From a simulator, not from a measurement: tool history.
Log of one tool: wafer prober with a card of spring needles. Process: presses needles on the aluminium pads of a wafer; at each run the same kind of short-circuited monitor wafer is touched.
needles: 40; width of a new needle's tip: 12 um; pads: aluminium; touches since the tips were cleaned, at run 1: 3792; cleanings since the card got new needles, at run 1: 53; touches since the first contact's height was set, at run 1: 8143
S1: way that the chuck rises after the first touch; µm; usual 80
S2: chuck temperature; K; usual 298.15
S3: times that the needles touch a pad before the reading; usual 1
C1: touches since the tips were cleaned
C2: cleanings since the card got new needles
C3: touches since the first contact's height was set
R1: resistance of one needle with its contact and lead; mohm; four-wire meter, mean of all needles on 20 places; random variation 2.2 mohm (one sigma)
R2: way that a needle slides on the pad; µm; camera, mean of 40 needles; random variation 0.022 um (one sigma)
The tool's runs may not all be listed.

{"run": 1, "hour": 0.0, "S1": 80, "S2": 298.15, "S3": 1, "C1": 3792, "C2": 53, "C3": 8143, "R1": 253, "R2": 18.6}
{"hour": 28.9, "done": "tips cleaned on abrasive film"}
{"run": 2, "hour": 41.8, "S1": 80, "S2": 298.15, "S3": 1, "C1": 2381, "C2": 54, "C3": 15835, "R1": 262, "R2": 18.54}
{"run": 3, "hour": 75.7, "S1": 80, "S2": 298.15, "S3": 1, "C1": 8626, "C2": 54, "C3": 22080, "R1": 262, "R2": 18.58}
{"hour": 78.7, "done": "tips cleaned on abrasive film"}
{"hour": 127.2, "done": "tips cleaned on abrasive film"}
{"run": 4, "hour": 141.5, "S1": 80, "S2": 298.15, "S3": 1, "C1": 2634, "C2": 56, "C3": 34167, "R1": 253, "R2": 18.58}
{"hour": 175.7, "done": "tips cleaned on abrasive film"}
{"run": 5, "hour": 207.6, "S1": 80, "S2": 298.15, "S3": 3, "C1": 5890, "C2": 57, "C3": 46330, "R1": 249, "R2": 18.49}
{"hour": 225.3, "done": "tips cleaned on abrasive film"}
{"hour": 272.8, "done": "tips cleaned on abrasive film"}
{"run": 6, "hour": 272.8, "S1": 80, "S2": 298.15, "S3": 3, "C1": 0, "C2": 59, "C3": 58299, "R1": 247, "R2": 18.51}
{"hour": 298.9, "done": "tips cleaned on abrasive film, once more"}
{"run": 7, "hour": 338.8, "S1": 80, "S2": 298.15, "S3": 1, "C1": 7368, "C2": 60, "C3": 70454, "R1": 258, "R2": 18.48}
{"hour": 348.5, "done": "tips cleaned on abrasive film"}
{"hour": 400.8, "done": "tips cleaned on abrasive film"}
{"run": 8, "hour": 402.0, "S1": 80, "S2": 298.15, "S3": 1, "C1": 212, "C2": 62, "C3": 82047, "R1": 249, "R2": 18.42}
{"hour": 405.5, "done": "height of the first contact set anew"}
{"hour": 450.9, "done": "tips cleaned on abrasive film"}
{"run": 9, "hour": 451.0, "S1": 80, "S2": 298.15, "S3": 1, "C1": 23, "C2": 63, "C3": 8364, "R1": 250, "R2": 18.58}
{"hour": 498.9, "done": "tips cleaned on abrasive film"}
{"run": 10, "hour": 504.6, "S1": 80, "S2": 299.15, "S3": 1, "C1": 1046, "C2": 64, "C3": 18220, "R1": 251, "R2": 18.56}
{"hour": 549.9, "done": "tips cleaned on abrasive film"}
{"run": 11, "hour": 556.3, "S1": 80, "S2": 299.15, "S3": 1, "C1": 1177, "C2": 65, "C3": 27737, "R1": 249, "R2": 18.52}
{"run": 12, "hour": 592.1, "S1": 80, "S2": 299.15, "S3": 1, "C1": 7759, "C2": 65, "C3": 34319, "R1": 258, "R2": 18.55}
{"hour": 602.5, "done": "tips cleaned on abrasive film"}
{"run": 13, "hour": 644.0, "S1": 68, "S2": 320.15, "S3": 1, "C1": 7651, "C2": 66, "C3": 43883, "R1": 270, "R2": 15.74}
{"hour": 651.5, "done": "tips cleaned on abrasive film"}
{"hour": 701.3, "done": "tips cleaned on abrasive film"}
{"run": 14, "hour": 701.3, "S1": 91, "S2": 372.15, "S3": 2, "C1": 0, "C2": 68, "C3": 54391, "R1": 263, "R2": 21.1}
{"run": 15, "hour": 738.5, "S1": 91, "S2": 372.15, "S3": 2, "C1": 6862, "C2": 68, "C3": 61253, "R1": 271, "R2": 21.08}
{"hour": 753.4, "done": "tips cleaned on abrasive film"}
{"run": 16, "hour": 782.9, "S1": 91, "S2": 372.15, "S3": 2, "C1": 5425, "C2": 69, "C3": 69412, "R1": 271, "R2": 21.07}
{"hour": 805.1, "done": "tips cleaned on abrasive film"}
{"run": 17, "hour": 812.1, "S1": 69, "S2": 391.15, "S3": 1, "C1": 1282, "C2": 70, "C3": 74769, "R1": 277, "R2": 15.97}
{"hour": 855.2, "done": "tips cleaned on abrasive film"}
{"hour": 855.5, "done": "height of the first contact set anew"}
{"run": 18, "hour": 877.3, "S1": 81, "S2": 298.15, "S3": 1, "C1": 4029, "C2": 71, "C3": 4029, "R1": 256, "R2": 18.79}
{"hour": 904.5, "done": "tips cleaned on abrasive film"}
{"run": 19, "hour": 948.1, "S1": 80, "S2": 311.15, "S3": 1, "C1": 8031, "C2": 72, "C3": 17053, "R1": 264, "R2": 18.57}
{"hour": 952.6, "done": "tips cleaned on abrasive film"}
{"run": 20, "hour": 988.3, "S1": 80, "S2": 298.15, "S3": 2, "C1": 6571, "C2": 73, "C3": 24433, "R1": 256, "R2": 18.56}

Measured less the same run without the tool's hidden state. The same run-to-run variation is in both; the gauge's scatter may not be:
The hidden state here: debris on the tips, nm; way that the needles fall short of the set height, um; tips' diameter, um; drift of the gauge itself on contact_mohm, %; drift of the gauge itself on scrub_um, %.
run=1 R1=+7 R2=-0.02
run=2 R1=+17 R2=-0.02
run=3 R1=+15 R2=-0.02
run=4 R1=+5 R2=-0.05
run=5 R1=+3 R2=-0.06
run=6 R1=+1 R2=-0.08
run=7 R1=+11 R2=-0.1
run=8 R1=+2 R2=-0.13
run=9 R1=+2 R2=-0.02
run=10 R1=+4 R2=-0.04
run=11 R1=+4 R2=-0.04
run=12 R1=+11 R2=-0.04
run=13 R1=+15 R2=-0.06
run=14 R1=+0 R2=-0.07
run=15 R1=+5 R2=-0.07
run=16 R1=+4 R2=-0.08
run=17 R1=+5 R2=-0.1
run=18 R1=+8 R2=+0
run=19 R1=+11 R2=-0.01
run=20 R1=+6 R2=-0.03
